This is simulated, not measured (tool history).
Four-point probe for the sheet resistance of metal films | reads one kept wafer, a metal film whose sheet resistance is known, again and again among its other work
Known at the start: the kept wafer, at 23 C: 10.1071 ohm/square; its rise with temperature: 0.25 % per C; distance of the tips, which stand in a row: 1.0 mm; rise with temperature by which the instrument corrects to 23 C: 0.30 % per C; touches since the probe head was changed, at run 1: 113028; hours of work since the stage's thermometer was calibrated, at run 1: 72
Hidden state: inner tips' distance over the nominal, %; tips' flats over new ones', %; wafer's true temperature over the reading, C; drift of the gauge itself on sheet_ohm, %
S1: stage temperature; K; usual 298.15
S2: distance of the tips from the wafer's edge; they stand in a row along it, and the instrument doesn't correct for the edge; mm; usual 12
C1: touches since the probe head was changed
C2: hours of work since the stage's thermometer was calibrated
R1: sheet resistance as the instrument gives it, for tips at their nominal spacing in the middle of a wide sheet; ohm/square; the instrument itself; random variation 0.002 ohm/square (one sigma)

run 1 hour=0.0 | S1=298.15 S2=12 | C1=113028 C2=72 | R1=10.041663
run 2 hour=10.3 | S1=298.15 S2=5 | C1=113592 C2=79 | R1=10.212969
run 3 hour=23.9 | S1=298.15 S2=5 | C1=114332 C2=87 | R1=10.214685
run 4 hour=37.4 | S1=298.15 S2=5 | C1=115069 C2=96 | R1=10.214001
run 5 hour=51.9 | S1=298.15 S2=5 | C1=115864 C2=105 | R1=10.215311
run 6 hour=62.6 | S1=298.15 S2=12 | C1=116446 C2=112 | R1=10.038853
run 7 hour=72.6 | S1=298.15 S2=7 | C1=116997 C2=118 | R1=10.106597
run 8 hour=88.1 | S1=298.15 S2=7 | C1=117840 C2=128 | R1=10.111029
run 9 hour=94.7 | S1=298.15 S2=7 | C1=118201 C2=132 | R1=10.104805
-- hour=96.2 stage's thermometer calibrated
run 10 hour=101.9 | S1=298.15 S2=7 | C1=118571 C2=4 | R1=10.107203
-- hour=109.5 new probe head fitted
run 11 hour=119.1 | S1=298.15 S2=7 | C1=521 C2=14 | R1=10.216200
-- hour=124.5 stage's thermometer calibrated, once more
run 12 hour=133.5 | S1=299.15 S2=7 | C1=1281 C2=6 | R1=10.219270
run 13 hour=143.6 | S1=299.15 S2=7 | C1=1832 C2=12 | R1=10.218766
run 14 hour=153.6 | S1=299.15 S2=7 | C1=2378 C2=18 | R1=10.217174
run 15 hour=162.4 | S1=305.15 S2=10 | C1=2862 C2=24 | R1=10.136931
run 16 hour=175.4 | S1=300.15 S2=3 | C1=3571 C2=32 | R1=10.670072
run 17 hour=188.2 | S1=292.15 S2=13 | C1=4271 C2=40 | R1=10.166547
run 18 hour=199.4 | S1=294.15 S2=6 | C1=4880 C2=47 | R1=10.275148
run 19 hour=209.9 | S1=294.15 S2=6 | C1=5454 C2=54 | R1=10.271607
run 20 hour=224.7 | S1=294.15 S2=6 | C1=6266 C2=63 | R1=10.272545
run 21 hour=240.3 | S1=295.15 S2=45 | C1=7118 C2=73 | R1=10.119873
run 22 hour=247.7 | S1=295.15 S2=45 | C1=7521 C2=78 | R1=10.120529
run 23 hour=261.8 | S1=291.15 S2=10 | C1=8293 C2=87 | R1=10.189720
run 24 hour=275.0 | S1=291.15 S2=10 | C1=9011 C2=95 | R1=10.187106
run 25 hour=287.6 | S1=308.15 S2=6 | C1=9701 C2=103 | R1=10.208621
run 26 hour=296.9 | S1=298.15 S2=17 | C1=10207 C2=109 | R1=10.120712
run 27 hour=312.1 | S1=298.15 S2=17 | C1=11037 C2=119 | R1=10.119434
run 28 hour=320.9 | S1=298.15 S2=17 | C1=11522 C2=124 | R1=10.123136

Some steps in R1 between neighbouring runs. How much of each would the tool show without its hidden state too (settings, what came in, random variation), and how much is left for the hidden state, with any gauge scatter that isn't in both results?
Run 1 -> 2: S2 12 -> 5. R1 +0.171306 ohm/square: hidden state -0.002068, all else +0.173374.
Run 10 -> 11: new probe head fitted. R1 +0.108997 ohm/square: hidden state +0.113106, all else -0.004109.
Run 15 -> 16: S1 305.15 -> 300.15, S2 10 -> 3. R1 +0.533141 ohm/square: hidden state -0.000198, all else +0.533339.
Run 16 -> 17: S1 300.15 -> 292.15, S2 3 -> 13. R1 -0.503525 ohm/square: hidden state -0.001089, all else -0.502436.
